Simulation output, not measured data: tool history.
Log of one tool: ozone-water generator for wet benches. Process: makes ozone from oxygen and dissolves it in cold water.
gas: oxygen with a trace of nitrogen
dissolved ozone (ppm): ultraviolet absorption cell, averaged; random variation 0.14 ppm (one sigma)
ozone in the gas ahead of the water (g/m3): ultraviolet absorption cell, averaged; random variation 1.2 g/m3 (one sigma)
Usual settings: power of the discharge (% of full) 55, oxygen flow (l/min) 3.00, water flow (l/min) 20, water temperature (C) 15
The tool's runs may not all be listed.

run,hour,power of the discharge (% of full),oxygen flow (l/min),water flow (l/min),water temperature (C),dissolved ozone (ppm),ozone in the gas ahead of the water (g/m3)
1,0.0,55,3.00,20,15,17.4,219.1
2,64.8,55,3.00,20,15,17.4,218.7
# hour 118.9: water thermometer calibrated
3,162.2,55,3.00,20,15,17.4,219.4
4,265.1,55,3.00,20,15,17.4,218.4
5,316.6,55,3.00,20,7,18.5,220.7
6,391.4,55,4.87,20,15,20.0,184.7
7,465.6,48,3.00,20,15,15.9,201.3
8,518.6,55,3.00,15,15,22.5,218.3
9,570.1,55,3.00,15,15,22.5,217.5
10,656.0,55,3.00,15,15,22.3,220.4
11,757.9,55,3.00,15,15,22.3,216.8
12,849.3,55,3.00,20,15,17.6,218.1
13,954.4,55,3.00,19,15,18.3,220.5
14,1044.7,55,3.00,19,15,18.3,220.6
15,1087.6,55,3.00,19,15,18.1,221.5
16,1146.4,55,3.00,20,15,17.6,220.0
17,1197.0,49,2.01,26,7,10.9,236.2
18,1291.2,43,2.44,26,9,11.1,203.3
19,1391.2,43,2.44,26,9,11.0,203.8
20,1479.4,65,2.44,25,9,15.2,264.1
21,1531.4,65,2.44,25,9,14.8,261.2
22,1598.9,43,2.44,25,9,11.5,203.7
23,1647.4,43,3.41,25,9,13.2,182.5
24,1750.4,43,3.41,25,12,12.9,180.8
25,1804.4,43,3.41,25,12,13.1,180.8
26,1896.7,88,2.45,21,11,21.3,314.5
27,1985.6,54,3.00,19,9,19.2,218.1
28,2073.0,54,3.66,23,12,16.7,201.3
29,2121.4,92,3.00,20,15,24.0,298.1
30,2193.5,92,2.63,20,15,22.7,316.3
31,2253.1,92,2.63,20,15,22.7,314.0
32,2326.8,82,3.54,20,15,23.5,264.5

Forecast each of these 4 alternatives for the next run:
A,2419.3,55,3.00,20,8,?,?
B,2419.3,82,1.68,14,15,?,?
C,2419.3,55,3.00,24,15,?,?
D,2419.3,55,3.00,28,15,?,?

run,dissolved ozone (ppm),ozone in the gas ahead of the water (g/m3)
A,18.6,221.0
B,25.3,346.3
C,14.7,217.1
D,12.2,218.6
Without the tool's hidden state the same runs would have given:
run,dissolved ozone (ppm),ozone in the gas ahead of the water (g/m3)
A,18.6,221.3
B,25.4,347.0
C,14.7,217.4
D,12.2,218.9
